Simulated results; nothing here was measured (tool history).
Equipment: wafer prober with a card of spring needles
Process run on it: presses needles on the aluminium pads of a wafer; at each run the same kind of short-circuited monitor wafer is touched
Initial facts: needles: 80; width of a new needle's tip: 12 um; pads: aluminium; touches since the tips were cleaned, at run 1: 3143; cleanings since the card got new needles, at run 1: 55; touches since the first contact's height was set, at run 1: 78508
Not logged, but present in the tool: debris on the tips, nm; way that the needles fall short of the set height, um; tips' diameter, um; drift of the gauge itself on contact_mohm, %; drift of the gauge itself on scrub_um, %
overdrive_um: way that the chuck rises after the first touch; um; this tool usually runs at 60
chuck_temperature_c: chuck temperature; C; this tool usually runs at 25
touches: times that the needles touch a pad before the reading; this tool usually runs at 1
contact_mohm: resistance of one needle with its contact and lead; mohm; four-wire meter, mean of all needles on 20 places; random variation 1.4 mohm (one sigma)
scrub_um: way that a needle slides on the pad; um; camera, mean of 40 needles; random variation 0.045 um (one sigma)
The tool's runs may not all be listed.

run,hour,overdrive_um,chuck_temperature_c,touches,touches since the tips were cleaned,cleanings since the card got new needles,touches since the first contact's height was set,contact_mohm,scrub_um
1,0,60,25,1,3143,55,78508,133,15.33
# hour 4.1: tips cleaned on abrasive film
# hour 15.3: tips cleaned on abrasive film
# hour 25.8: tips cleaned on abrasive film
2,25.8,60,25,1,0,58,89513,129,15.28
# hour 37.8: tips cleaned on abrasive film
3,44.1,60,25,1,2702,59,97333,131,15.29
# hour 48.3: tips cleaned on abrasive film
# hour 58.7: tips cleaned on abrasive film
# hour 70: tips cleaned on abrasive film
4,77.1,60,25,1,3073,62,111419,129,15.33
# hour 82.1: tips cleaned on abrasive film
# hour 92.9: tips cleaned on abrasive film
5,95.9,60,25,1,1315,64,119437,129,15.2
# hour 102.8: tips cleaned on abrasive film
# hour 115: tips cleaned on abrasive film
6,119.8,59,25,1,2068,66,129635,131,14.93
# hour 126.5: tips cleaned on abrasive film
# hour 136.3: tips cleaned on abrasive film
# hour 147.1: tips cleaned on abrasive film
7,151.2,59,25,1,1755,69,143023,132,15.03
# hour 158.4: tips cleaned on abrasive film
# hour 169.6: tips cleaned on abrasive film
# hour 180.3: tips cleaned on abrasive film
8,180.8,59,87,1,221,72,155659,143,15.01
# hour 190.9: tips cleaned on abrasive film
# hour 201.5: tips cleaned on abrasive film
9,203.1,59,87,1,693,74,165157,141,15
# hour 211.4: tips cleaned on abrasive film
# hour 222.3: tips cleaned on abrasive film
10,222.6,59,87,1,151,76,173495,142,14.89
# hour 233.8: tips cleaned on abrasive film
# hour 234.1: height of the first contact set anew
# hour 244.9: tips cleaned on abrasive film
# hour 254.8: tips cleaned on abrasive film
11,255.7,60,25,1,363,79,9227,129,15.19
# hour 266.5: tips cleaned on abrasive film
# hour 278.7: tips cleaned on abrasive film
# hour 289.7: tips cleaned on abrasive film
12,292.1,60,25,1,1037,82,24779,128,15.15
# hour 300: tips cleaned on abrasive film
# hour 310.1: tips cleaned on abrasive film
13,314.3,60,25,1,1805,84,34271,132,15.1
# hour 321.7: tips cleaned on abrasive film
# hour 332.8: tips cleaned on abrasive film
# hour 343.9: tips cleaned on abrasive film
14,350,51,25,2,2627,87,49515,133,12.87
# hour 354.8: tips cleaned on abrasive film
# hour 366.5: tips cleaned on abrasive film
15,370.1,75,25,2,1538,89,58062,128,18.91
# hour 376.4: tips cleaned on abrasive film
# hour 387.1: tips cleaned on abrasive film
# hour 398.1: tips cleaned on abrasive film
16,407.4,72,25,1,3998,92,74006,131,18.08
# hour 409.9: tips cleaned on abrasive film
# hour 420.4: tips cleaned on abrasive film
# hour 430.5: tips cleaned on abrasive film
17,430.5,72,25,1,0,95,83821,129,18.04
# hour 441.8: tips cleaned on abrasive film
# hour 452.6: tips cleaned on abrasive film
18,460.9,52,33,3,3567,97,96836,132,13.05
# hour 462.8: tips cleaned on abrasive film
# hour 475.1: tips cleaned on abrasive film
# hour 487: tips cleaned on abrasive film
19,493.8,73,25,1,2939,100,110905,130,18.36
# hour 497.8: tips cleaned on abrasive film
# hour 509.7: tips cleaned on abrasive film
20,514.3,60,52,3,1990,102,119651,135,15.03
# hour 520.9: tips cleaned on abrasive film
# hour 532.8: tips cleaned on abrasive film
21,537.5,60,34,1,2020,104,129552,131,14.99
# hour 544.1: tips cleaned on abrasive film
# hour 555.2: tips cleaned on abrasive film
22,562.8,60,32,1,3288,106,140349,131,14.98
# hour 566: tips cleaned on abrasive film
# hour 576.3: tips cleaned on abrasive film
# hour 587: tips cleaned on abrasive film
# hour 597.7: tips cleaned on abrasive film
23,597.7,80,27,1,0,110,155233,126,20.05
# hour 608.8: tips cleaned on abrasive film
# hour 620.8: tips cleaned on abrasive film
24,623.4,56,93,2,1121,112,166203,144,13.98
# hour 630.8: tips cleaned on abrasive film
# hour 642.2: tips cleaned on abrasive film
25,645.6,56,93,2,1458,114,175680,143,14.01

How the hidden state differs across the entries between the runs, from the last listed run before each to the first after it:
After run 1, before run 2: tips cleaned on abrasive film (hour 4.1); tips cleaned on abrasive film (hour 15.3); tips cleaned on abrasive film (hour 25.8)
  debris on the tips, nm: 0.2 -> 0; drift of the gauge itself on scrub_um, %: 0 -> -0.09
  measured minus no-state result, scrub_um: +0 -> -0.01 um
After run 2, before run 3: tips cleaned on abrasive film (hour 37.8)
  debris on the tips, nm: 0 -> 0.2; drift of the gauge itself on scrub_um, %: -0.09 -> -0.16
  measured minus no-state result, scrub_um: -0.01 -> -0.02 um
After run 3, before run 4: tips cleaned on abrasive film (hour 48.3); tips cleaned on abrasive film (hour 58.7); tips cleaned on abrasive film (hour 70)
  drift of the gauge itself on scrub_um, %: -0.16 -> -0.27
  measured minus no-state result, scrub_um: -0.02 -> -0.04 um
After run 4, before run 5: tips cleaned on abrasive film (hour 82.1); tips cleaned on abrasive film (hour 92.9)
  debris on the tips, nm: 0.2 -> 0.1; drift of the gauge itself on scrub_um, %: -0.27 -> -0.34
  measured minus no-state result, scrub_um: -0.04 -> -0.05 um
After run 5, before run 6: tips cleaned on abrasive film (hour 102.8); tips cleaned on abrasive film (hour 115)
  debris on the tips, nm: 0.1 -> 0.2; drift of the gauge itself on scrub_um, %: -0.34 -> -0.42
  measured minus no-state result, scrub_um: -0.05 -> -0.06 um
After run 6, before run 7: tips cleaned on abrasive film (hour 126.5); tips cleaned on abrasive film (hour 136.3); tips cleaned on abrasive film (hour 147.1)
  debris on the tips, nm: 0.2 -> 0.1; drift of the gauge itself on scrub_um, %: -0.42 -> -0.54
  measured minus no-state result, scrub_um: -0.06 -> -0.08 um
After run 7, before run 8: tips cleaned on abrasive film (hour 158.4); tips cleaned on abrasive film (hour 169.6); tips cleaned on abrasive film (hour 180.3)
  debris on the tips, nm: 0.1 -> 0; drift of the gauge itself on scrub_um, %: -0.54 -> -0.64
  measured minus no-state result, scrub_um: -0.08 -> -0.1 um
After run 8, before run 9: tips cleaned on abrasive film (hour 190.9); tips cleaned on abrasive film (hour 201.5)
  debris on the tips, nm: 0 -> 0.1; drift of the gauge itself on scrub_um, %: -0.64 -> -0.72
  measured minus no-state result, scrub_um: -0.1 -> -0.11 um
After run 9, before run 10: tips cleaned on abrasive film (hour 211.4); tips cleaned on abrasive film (hour 222.3)
  debris on the tips, nm: 0.1 -> 0; drift of the gauge itself on scrub_um, %: -0.72 -> -0.79
  measured minus no-state result, scrub_um: -0.11 -> -0.12 um
After run 10, before run 11: tips cleaned on abrasive film (hour 233.8); height of the first contact set anew (hour 234.1); tips cleaned on abrasive film (hour 244.9); tips cleaned on abrasive film (hour 254.8)
  drift of the gauge itself on scrub_um, %: -0.79 -> -0.9
  measured minus no-state result, scrub_um: -0.12 -> -0.13 um
After run 11, before run 12: tips cleaned on abrasive film (hour 266.5); tips cleaned on abrasive film (hour 278.7); tips cleaned on abrasive film (hour 289.7)
  debris on the tips, nm: 0 -> 0.1; drift of the gauge itself on scrub_um, %: -0.9 -> -1.03
  measured minus no-state result, scrub_um: -0.13 -> -0.15 um
After run 12, before run 13: tips cleaned on abrasive film (hour 300); tips cleaned on abrasive film (hour 310.1)
  debris on the tips, nm: 0.1 -> 0.2; drift of the gauge itself on scrub_um, %: -1.03 -> -1.11
  measured minus no-state result, scrub_um: -0.15 -> -0.17 um
After run 13, before run 14: tips cleaned on abrasive film (hour 321.7); tips cleaned on abrasive film (hour 332.8); tips cleaned on abrasive film (hour 343.9)
  drift of the gauge itself on scrub_um, %: -1.11 -> -1.24
  measured minus no-state result, scrub_um: -0.17 -> -0.16 um
After run 14, before run 15: tips cleaned on abrasive film (hour 354.8); tips cleaned on abrasive film (hour 366.5)
  debris on the tips, nm: 0.2 -> 0.1; drift of the gauge itself on scrub_um, %: -1.24 -> -1.31
  measured minus no-state result, scrub_um: -0.16 -> -0.25 um
After run 15, before run 16: tips cleaned on abrasive film (hour 376.4); tips cleaned on abrasive film (hour 387.1); tips cleaned on abrasive film (hour 398.1)
  debris on the tips, nm: 0.1 -> 0.2; drift of the gauge itself on scrub_um, %: -1.31 -> -1.44
  measured minus no-state result, scrub_um: -0.25 -> -0.27 um
After run 16, before run 17: tips cleaned on abrasive film (hour 409.9); tips cleaned on abrasive film (hour 420.4); tips cleaned on abrasive film (hour 430.5)
  debris on the tips, nm: 0.2 -> 0; drift of the gauge itself on scrub_um, %: -1.44 -> -1.52
  measured minus no-state result, scrub_um: -0.27 -> -0.28 um
After run 17, before run 18: tips cleaned on abrasive film (hour 441.8); tips cleaned on abrasive film (hour 452.6)
  debris on the tips, nm: 0 -> 0.2; drift of the gauge itself on scrub_um, %: -1.52 -> -1.63
  measured minus no-state result, scrub_um: -0.28 -> -0.21 um
After run 18, before run 19: tips cleaned on abrasive film (hour 462.8); tips cleaned on abrasive film (hour 475.1); tips cleaned on abrasive film (hour 487)
  drift of the gauge itself on scrub_um, %: -1.63 -> -1.75
  measured minus no-state result, scrub_um: -0.21 -> -0.33 um
After run 19, before run 20: tips cleaned on abrasive film (hour 497.8); tips cleaned on abrasive film (hour 509.7)
  drift of the gauge itself on scrub_um, %: -1.75 -> -1.82
  measured minus no-state result, scrub_um: -0.33 -> -0.28 um
After run 20, before run 21: tips cleaned on abrasive film (hour 520.9); tips cleaned on abrasive film (hour 532.8)
  drift of the gauge itself on scrub_um, %: -1.82 -> -1.9
  measured minus no-state result, scrub_um: -0.28 -> -0.29 um
After run 21, before run 22: tips cleaned on abrasive film (hour 544.1); tips cleaned on abrasive film (hour 555.2)
  drift of the gauge itself on scrub_um, %: -1.9 -> -1.99
  measured minus no-state result, scrub_um: -0.29 -> -0.31 um
After run 22, before run 23: tips cleaned on abrasive film (hour 566); tips cleaned on abrasive film (hour 576.3); tips cleaned on abrasive film (hour 587); tips cleaned on abrasive film (hour 597.7)
  debris on the tips, nm: 0.2 -> 0; drift of the gauge itself on scrub_um, %: -1.99 -> -2.12
  measured minus no-state result, scrub_um: -0.31 -> -0.43 um
After run 23, before run 24: tips cleaned on abrasive film (hour 608.8); tips cleaned on abrasive film (hour 620.8)
  debris on the tips, nm: 0 -> 0.1; drift of the gauge itself on scrub_um, %: -2.12 -> -2.21
  measured minus no-state result, scrub_um: -0.43 -> -0.32 um
After run 24, before run 25: tips cleaned on abrasive film (hour 630.8); tips cleaned on abrasive film (hour 642.2)
  drift of the gauge itself on scrub_um, %: -2.21 -> -2.29
  measured minus no-state result, scrub_um: -0.32 -> -0.33 um
